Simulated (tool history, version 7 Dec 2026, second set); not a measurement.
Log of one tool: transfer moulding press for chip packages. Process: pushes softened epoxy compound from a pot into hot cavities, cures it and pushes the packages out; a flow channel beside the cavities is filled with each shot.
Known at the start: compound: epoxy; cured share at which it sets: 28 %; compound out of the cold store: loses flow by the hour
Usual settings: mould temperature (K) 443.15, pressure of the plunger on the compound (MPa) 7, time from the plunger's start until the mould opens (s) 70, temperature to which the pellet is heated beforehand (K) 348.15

run   hour  mould temperature (K)  pressure of the plunger on the compound (MPa)  time from the plunger's start until the mould opens (s)  temperature to which the pellet is heated beforehand (K)  incoming compound's hours out of the cold store  length that the compound runs in the flow channel (mm)  greatest force on the pins that push the packages out (N)
  1      0                 443.15                                              7                                                       70                                                    348.15                                             42.6                                                     590                                                        327
  2   32.4                 443.15                                              7                                                       70                                                    346.15                                             24.6                                                     625                                                        343
      56.6  -- cavities cleaned with cleaning compound and waxed
  3   57.6                 443.15                                              7                                                       70                                                    346.15                                             17.9                                                     632                                                        334
      81.5  -- mould's thermocouples calibrated
  4   82.3                 443.15                                              7                                                       63                                                    346.15                                             34.9                                                     605                                                        432
  5  101.8                 443.15                                              7                                                       63                                                    346.15                                               45                                                     589                                                        428
     113.6  -- cavities cleaned with cleaning compound and waxed
  6  132.6                 443.15                                              7                                                       63                                                    346.15                                             29.2                                                     615                                                        453
     170.4  -- cavities cleaned with cleaning compound and waxed
  7  179.2                 443.15                                              7                                                       70                                                    345.15                                             23.4                                                     624                                                        338
  8  222.3                 443.15                                              7                                                       70                                                    348.15                                             11.1                                                     645                                                        355
     227.7  -- cavities cleaned with cleaning compound and waxed
  9    256                 443.15                                              7                                                       70                                                    348.15                                               36                                                     602                                                        321
       283  -- cavities cleaned with cleaning compound and waxed
 10  296.6                 443.15                                              7                                                       70                                                    348.15                                             17.9                                                     635                                                        329
 11  328.6                 443.15                                              7                                                       95                                                    348.15                                             11.2                                                     644                                                        215
     339.1  -- cavities cleaned with cleaning compound and waxed
       363  -- plunger's sealing rings changed
 12  373.2                 443.15                                              7                                                       95                                                    348.15                                             33.3                                                     606                                                        205
     397.4  -- cavities cleaned with cleaning compound and waxed
 13  413.2                 448.15                                              7                                                       95                                                    348.15                                             19.4                                                     625                                                        203
 14  444.5                 443.15                                              7                                                       70                                                    348.15                                              8.7                                                     651                                                        346
     455.3  -- cavities cleaned with cleaning compound and waxed
 15  472.9                 448.15                                              7                                                       66                                                    345.15                                               46                                                     582                                                        270
 16  498.3                 444.15                                              7                                                       85                                                    342.15                                              8.9                                                     649                                                        222
     512.3  -- cavities cleaned with cleaning compound and waxed
 17    543                 450.15                                           5.96                                                       82                                                    339.15                                             31.6                                                     554                                                        195
     569.1  -- cavities cleaned with cleaning compound and waxed
 18  580.4                 443.15                                              7                                                       60                                                    348.15                                             41.8                                                     594                                                        493
     625.2  -- cavities cleaned with cleaning compound and waxed
 19    626                 437.15                                           5.71                                                       91                                                    341.15                                             30.8                                                     562                                                        272
 20  663.5                 437.15                                           5.71                                                       57                                                    345.15                                             33.3                                                     556                                                        818
     680.2  -- cavities cleaned with cleaning compound and waxed
 21  708.2                 437.15                                           5.71                                                       58                                                    345.15                                             35.6                                                     554                                                        776
     737.2  -- cavities cleaned with cleaning compound and waxed
 22    738                 449.15                                           5.71                                                       58                                                    345.15                                             37.4                                                     534                                                        360
 23  766.1                 449.15                                           7.86                                                       71                                                    341.15                                             28.3                                                     642                                                        240
 24  789.6                 443.15                                           7.76                                                      110                                                    348.15                                             47.2                                                     611                                                        208
     794.7  -- plunger's sealing rings changed
     796.2  -- cavities cleaned with cleaning compound and waxed
 25  826.9                 451.15                                              7                                                       57                                                    348.15                                             12.8                                                     631                                                        362
     852.9  -- cavities cleaned with cleaning compound and waxed
 26  863.7                 435.15                                            8.2                                                       71                                                    356.15                                               21                                                     695                                                        544
 27  883.9                 446.15                                            8.2                                                       71                                                    356.15                                             36.9                                                     646                                                        252

Forecast each of these 3 alternatives for the next run:
     908.7  -- cavities cleaned with cleaning compound and waxed
  A  908.7                 446.15                                            6.5                                                       71                                                    356.15                                             28.4                                                       ?                                                          ?
     908.7  -- cavities cleaned with cleaning compound and waxed
  B  908.7                 443.15                                              7                                                       70                                                    344.15                                             44.3                                                       ?                                                          ?
     908.7  -- cavities cleaned with cleaning compound and waxed
  C  908.7                 446.15                                            7.8                                                       71                                                    356.15                                             39.2                                                       ?                                                          ?

run  length that the compound runs in the flow channel (mm)  greatest force on the pins that push the packages out (N)
  A                                                     588                                                        263
  B                                                     589                                                        330
  C                                                     625                                                        248
Without the tool's hidden state the same runs would have given:
run  length that the compound runs in the flow channel (mm)  greatest force on the pins that push the packages out (N)
  A                                                     589                                                        262
  B                                                     590                                                        330
  C                                                     626                                                        247
